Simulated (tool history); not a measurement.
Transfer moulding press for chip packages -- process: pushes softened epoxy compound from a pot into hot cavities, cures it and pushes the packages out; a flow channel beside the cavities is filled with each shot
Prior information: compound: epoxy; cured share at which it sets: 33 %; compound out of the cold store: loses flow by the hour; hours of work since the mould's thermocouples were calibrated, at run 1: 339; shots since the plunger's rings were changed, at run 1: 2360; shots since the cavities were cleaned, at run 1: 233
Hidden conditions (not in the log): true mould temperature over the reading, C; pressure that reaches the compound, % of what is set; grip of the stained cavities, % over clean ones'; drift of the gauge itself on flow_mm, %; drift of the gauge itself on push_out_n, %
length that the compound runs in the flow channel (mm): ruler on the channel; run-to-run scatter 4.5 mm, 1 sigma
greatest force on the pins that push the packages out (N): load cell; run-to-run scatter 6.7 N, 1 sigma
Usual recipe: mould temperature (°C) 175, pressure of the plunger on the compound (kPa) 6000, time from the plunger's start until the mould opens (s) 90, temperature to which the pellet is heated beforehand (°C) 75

run	hour	mould temperature (°C)	pressure of the plunger on the compound (kPa)	time from the plunger's start until the mould opens (s)	temperature to which the pellet is heated beforehand (°C)	hours of work since the mould's thermocouples were calibrated	shots since the plunger's rings were changed	shots since the cavities were cleaned	incoming compound's hours out of the cold store	length that the compound runs in the flow channel (mm)	greatest force on the pins that push the packages out (N)
1	0	175	6000	90	75	339	2360	233	36.7	716	318
2	7.5	175	6000	90	75	344	2481	354	16	756	327
# hour 13.7: cavities cleaned with cleaning compound and waxed
3	15.1	168	6000	90	75	349	2580	23	30.5	752	405
4	26.1	168	6000	90	75	358	2759	202	38.1	733	439
5	31.6	175	6000	94	75	362	2847	290	37.3	716	328
# hour 41.8: cavities cleaned with cleaning compound and waxed
6	41.8	175	6000	94	75	369	2989	0	41	700	264
7	51.1	175	6000	94	75	376	3138	149	27	726	290
8	59.3	175	6000	94	75	382	3271	282	40.7	699	320
# hour 69.9: cavities cleaned with cleaning compound and waxed
9	71.4	175	6000	94	75	390	3443	25	10.3	755	263
10	78.6	175	6000	103	75	396	3559	141	22.5	732	291
11	90.2	181	6000	90	75	405	3747	329	45.5	678	303
# hour 97.7: cavities cleaned with cleaning compound and waxed
12	100	181	6000	90	75	411	3881	36	18.6	724	255
13	106.2	181	6000	90	75	416	3982	137	22.5	701	293
14	116.7	181	6000	90	75	424	4152	307	44.2	677	296
# hour 125.8: cavities cleaned with cleaning compound and waxed
15	127.5	181	6000	90	75	431	4302	28	14.6	717	248
16	138	180	6000	114	75	439	4472	198	30.8	698	273
17	143.4	180	6000	114	75	444	4559	285	20	707	300
# hour 153.6: cavities cleaned with cleaning compound and waxed
18	153.6	180	4580	94	75	450	4700	0	43.1	592	244
19	159	175	6410	114	75	455	4788	88	45.6	708	249
20	167.5	175	6410	114	75	461	4926	226	29.8	727	301
21	176.5	176	6420	126	75	468	5071	371	37.7	712	303
# hour 182.2: cavities cleaned with cleaning compound and waxed
22	183	176	6420	126	75	472	5152	14	16.6	747	257
23	193.5	175	6000	113	72	480	5321	183	37.2	684	283
24	204.6	183	4570	90	75	489	5502	364	32.8	589	319
# hour 210.1: cavities cleaned with cleaning compound and waxed
# hour 216.2: plunger's sealing rings changed
25	219.7	183	4570	90	75	497	55	114	42.3	619	269
26	231.2	175	4560	88	66	506	242	301	24.6	661	343
# hour 240.6: cavities cleaned with cleaning compound and waxed
27	244.1	175	4560	88	66	515	427	57	15.1	669	304
28	255.8	175	4560	88	66	524	616	246	44	636	321
29	260.8	175	6000	90	80	528	696	326	19.6	767	331

Subtracting, for every run, the result it would have given without the tool's unlogged condition from the measured result gives the following. The same run-to-run variation enters both numbers; the gauge's scatter may not:
run	length that the compound runs in the flow channel (mm)	greatest force on the pins that push the packages out (N)
1	-25	+45
2	-27	+63
3	-28	-18
4	-30	+38
5	-30	+55
6	-30	+0
7	-32	+33
8	-33	+55
9	-37	+3
10	-37	+35
11	-35	+62
12	-40	+11
13	-40	+35
14	-40	+59
15	-44	+9
16	-44	+43
17	-46	+59
18	-40	-2
19	-49	+21
20	-52	+48
21	-52	+68
22	-56	+11
23	-53	+44
24	-46	+70
25	-5	+27
26	-7	+53
27	-9	+10
28	-10	+48
29	-13	+62
